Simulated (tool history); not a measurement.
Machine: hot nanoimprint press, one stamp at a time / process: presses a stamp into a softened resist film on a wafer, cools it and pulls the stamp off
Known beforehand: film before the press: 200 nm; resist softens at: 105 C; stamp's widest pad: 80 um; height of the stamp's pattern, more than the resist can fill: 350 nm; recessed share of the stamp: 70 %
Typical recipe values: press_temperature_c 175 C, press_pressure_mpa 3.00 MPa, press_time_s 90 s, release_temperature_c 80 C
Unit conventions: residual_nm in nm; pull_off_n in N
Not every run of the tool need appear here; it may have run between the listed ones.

| run | hour | press_temperature_c | press_pressure_mpa | press_time_s | release_temperature_c | residual_nm | pull_off_n |
|---|---|---|---|---|---|---|---|
| 1 | 0.0 | 175 | 3.00 | 90 | 80 | 76.7 | 152 |
| 2 | 23.8 | 175 | 3.00 | 108 | 80 | 71.0 | 152 |
| 3 | 64.3 | 175 | 3.00 | 108 | 80 | 70.9 | 153 |
| 4 | 108.4 | 172 | 3.00 | 90 | 80 | 88.2 | 158 |
| 5 | 151.8 | 172 | 3.00 | 90 | 80 | 88.0 | 158 |
|  | 161.4 | stamp cleaned and given a new release coat |
| 6 | 180.4 | 175 | 3.00 | 90 | 80 | 75.6 | 136 |
| 7 | 224.2 | 175 | 3.00 | 90 | 80 | 75.5 | 139 |
| 8 | 269.7 | 175 | 3.00 | 90 | 80 | 74.9 | 144 |
| 9 | 294.4 | 175 | 3.00 | 90 | 80 | 75.0 | 146 |
| 10 | 316.7 | 175 | 3.00 | 90 | 80 | 74.3 | 146 |
| 11 | 363.9 | 175 | 3.00 | 90 | 80 | 73.9 | 151 |
|  | 387.5 | plate thermocouple calibrated |
| 12 | 417.7 | 170 | 3.00 | 90 | 80 | 101.2 | 160 |
| 13 | 454.4 | 175 | 3.00 | 90 | 80 | 78.9 | 159 |
|  | 499.8 | stamp cleaned and given a new release coat |
| 14 | 505.1 | 175 | 2.87 | 90 | 80 | 80.4 | 136 |
| 15 | 535.0 | 175 | 3.00 | 90 | 80 | 78.0 | 139 |
| 16 | 567.6 | 175 | 3.00 | 95 | 80 | 76.1 | 140 |
| 17 | 605.0 | 182 | 3.00 | 95 | 71 | 53.8 | 162 |
| 18 | 637.6 | 182 | 3.00 | 95 | 71 | 53.7 | 165 |
| 19 | 662.0 | 174 | 2.87 | 73 | 70 | 90.0 | 171 |
| 20 | 686.3 | 172 | 3.00 | 158 | 83 | 71.1 | 143 |
| 21 | 719.2 | 170 | 2.58 | 90 | 80 | 104.3 | 153 |
| 22 | 743.7 | 175 | 2.32 | 163 | 74 | 66.5 | 170 |
| 23 | 784.9 | 164 | 2.32 | 49 | 74 | 158.2 | 171 |
|  | 832.0 | stamp cleaned and given a new release coat |
| 24 | 842.3 | 186 | 2.32 | 49 | 80 | 66.5 | 137 |
| 25 | 884.2 | 186 | 2.32 | 49 | 80 | 66.0 | 141 |
| 26 | 905.5 | 165 | 2.00 | 55 | 87 | 154.4 | 126 |
| 27 | 945.4 | 175 | 3.00 | 76 | 74 | 80.1 | 156 |
| 28 | 994.7 | 183 | 3.00 | 130 | 75 | 42.4 | 158 |
| 29 | 1017.2 | 165 | 3.00 | 130 | 75 | 106.4 | 160 |

What if the next run were any one of these 4? Each begins from the tool's condition after run 29:
|  | 1037.7 | plate thermocouple calibrated |
| A | 1044.2 | 175 | 3.00 | 90 | 88 | ? | ? |
|  | 1037.7 | plate thermocouple calibrated |
| B | 1044.2 | 175 | 2.22 | 59 | 72 | ? | ? |
|  | 1037.7 | plate thermocouple calibrated |
| C | 1044.2 | 165 | 3.00 | 130 | 85 | ? | ? |
|  | 1037.7 | plate thermocouple calibrated |
| D | 1044.2 | 175 | 3.00 | 90 | 75 | ? | ? |

| run | residual_nm | pull_off_n |
|---|---|---|
| A | 80.5 | 137 |
| B | 106.9 | 172 |
| C | 115.4 | 144 |
| D | 80.3 | 165 |
What these runs would have given with no unlogged condition in the tool:
| run | residual_nm | pull_off_n |
|---|---|---|
| A | 79.4 | 122 |
| B | 105.9 | 154 |
| C | 114.0 | 128 |
| D | 79.2 | 147 |

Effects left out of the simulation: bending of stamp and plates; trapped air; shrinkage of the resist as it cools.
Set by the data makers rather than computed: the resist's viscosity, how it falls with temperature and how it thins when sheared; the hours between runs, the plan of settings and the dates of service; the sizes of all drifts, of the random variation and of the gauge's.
